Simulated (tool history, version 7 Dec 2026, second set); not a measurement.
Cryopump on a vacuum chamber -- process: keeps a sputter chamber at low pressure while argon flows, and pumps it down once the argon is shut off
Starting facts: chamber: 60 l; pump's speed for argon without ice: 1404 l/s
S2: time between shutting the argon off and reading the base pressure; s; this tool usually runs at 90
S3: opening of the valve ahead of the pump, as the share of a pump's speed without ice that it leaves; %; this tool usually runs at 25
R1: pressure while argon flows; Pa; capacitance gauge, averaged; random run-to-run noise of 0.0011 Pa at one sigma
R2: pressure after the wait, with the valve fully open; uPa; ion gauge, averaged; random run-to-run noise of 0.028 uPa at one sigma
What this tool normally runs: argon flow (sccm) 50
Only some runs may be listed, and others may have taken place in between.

Run 1, hour 0.0: usual settings. Result: R1 0.2442 Pa, R2 1.89 uPa.
Run 2, hour 48.6: usual settings. Result: R1 0.2418 Pa, R2 1.95 uPa.
Run 3, hour 139.8: usual settings. Result: R1 0.2451 Pa, R2 1.96 uPa.
Run 4, hour 236.9: usual settings. Result: R1 0.2453 Pa, R2 1.98 uPa.
Run 5, hour 320.3: usual settings but argon flow (sccm) 37. Result: R1 0.1817 Pa, R2 2.06 uPa.
Run 6, hour 418.9: usual settings but argon flow (sccm) 37. Result: R1 0.1821 Pa, R2 2.05 uPa.
Run 7, hour 494.5: usual settings but argon flow (sccm) 22. Result: R1 0.1096 Pa, R2 2.10 uPa.
Run 8, hour 561.3: usual settings. Result: R1 0.2499 Pa, R2 2.10 uPa.
Run 9, hour 625.7: usual settings. Result: R1 0.2509 Pa, R2 2.19 uPa.
Run 10, hour 707.2: usual settings. Result: R1 0.2486 Pa, R2 2.19 uPa.
Run 11, hour 783.6: usual settings but S3 53 %. Result: R1 0.1236 Pa, R2 2.17 uPa.
Run 12, hour 874.5: usual settings but S3 53 %. Result: R1 0.1250 Pa, R2 2.28 uPa.
Run 13, hour 939.3: usual settings but S3 53 %. Result: R1 0.1256 Pa, R2 2.28 uPa.
Run 14, hour 1002.6: usual settings but S3 53 %. Result: R1 0.1261 Pa, R2 2.30 uPa.
Run 15, hour 1074.1: usual settings but S3 53 %. Result: R1 0.1267 Pa, R2 2.36 uPa.
Run 16, hour 1168.3: usual settings but S3 53 %. Result: R1 0.1277 Pa, R2 2.35 uPa.
Run 17, hour 1218.9: usual settings but S3 53 %. Result: R1 0.1282 Pa, R2 2.46 uPa.
Run 18, hour 1291.1: usual settings but S3 53 %. Result: R1 0.1286 Pa, R2 2.44 uPa.
Run 19, hour 1352.6: usual settings but argon flow (sccm) 52, S3 47 %. Result: R1 0.1502 Pa, R2 2.53 uPa.
Run 20, hour 1426.1: usual settings but S2 26 s, S3 32 %. Result: R1 0.2038 Pa, R2 5.10 uPa.
Run 21, hour 1489.6: usual settings but S2 26 s, S3 32 %. Result: R1 0.2087 Pa, R2 5.33 uPa.
Run 22, hour 1585.8: usual settings but S2 26 s, S3 32 %. Result: R1 0.2060 Pa, R2 5.14 uPa.
Run 23, hour 1652.6: usual settings but argon flow (sccm) 53, S2 48 s, S3 37 %. Result: R1 0.1944 Pa, R2 3.65 uPa.
At hour 1702.0: pump warmed up, emptied and cooled again.
Run 24, hour 1710.5: usual settings but S2 179 s, S3 20 %. Result: R1 0.3017 Pa, R2 1.70 uPa.
Run 25, hour 1766.0: usual settings but S2 57 s, S3 44 %. Result: R1 0.1393 Pa, R2 2.82 uPa.
Run 26, hour 1862.7: usual settings but S2 57 s, S3 44 %. Result: R1 0.1408 Pa, R2 3.01 uPa.
Run 27, hour 1954.6: usual settings but S2 56 s, S3 43 %. Result: R1 0.1439 Pa, R2 3.00 uPa.
Run 28, hour 1998.9: usual settings but S2 56 s, S3 43 %. Result: R1 0.1442 Pa, R2 3.02 uPa.
Run 29, hour 2053.7: usual settings but argon flow (sccm) 99. Result: R1 0.4819 Pa, R2 2.43 uPa.
Run 30, hour 2139.3: usual settings but argon flow (sccm) 39, S2 73 s, S3 15 %. Result: R1 0.3172 Pa, R2 2.68 uPa.
Run 31, hour 2179.9: usual settings but argon flow (sccm) 93, S2 275 s, S3 27 %. Result: R1 0.4252 Pa, R2 1.69 uPa.
Run 32, hour 2237.3: usual settings but argon flow (sccm) 93, S2 232 s, S3 42 %. Result: R1 0.2786 Pa, R2 1.83 uPa.
Run 33, hour 2332.9: usual settings but argon flow (sccm) 70, S2 94 s, S3 47 %. Result: R1 0.1902 Pa, R2 2.41 uPa.

3 options for the next run, each taken on its own from the tool as it stands now. Forecast them:
Run A, hour 2396.1: usual settings but argon flow (sccm) 47. Result: R1 ?, R2 ?.
Run B, hour 2396.1: usual settings but argon flow (sccm) 70, S2 38 s, S3 19 %. Result: R1 ?, R2 ?.
Run C, hour 2396.1: usual settings but argon flow (sccm) 70, S2 94 s, S3 56 %. Result: R1 ?, R2 ?.

run      R1    R2
  A  0.2328  2.55
  B  0.4551  3.96
  C  0.1603  2.46
With the hidden condition removed and each run's random variation left untouched, the same runs would have given:
run      R1    R2
  A  0.2255  1.31
  B  0.4443  2.75
  C  0.1495  1.23

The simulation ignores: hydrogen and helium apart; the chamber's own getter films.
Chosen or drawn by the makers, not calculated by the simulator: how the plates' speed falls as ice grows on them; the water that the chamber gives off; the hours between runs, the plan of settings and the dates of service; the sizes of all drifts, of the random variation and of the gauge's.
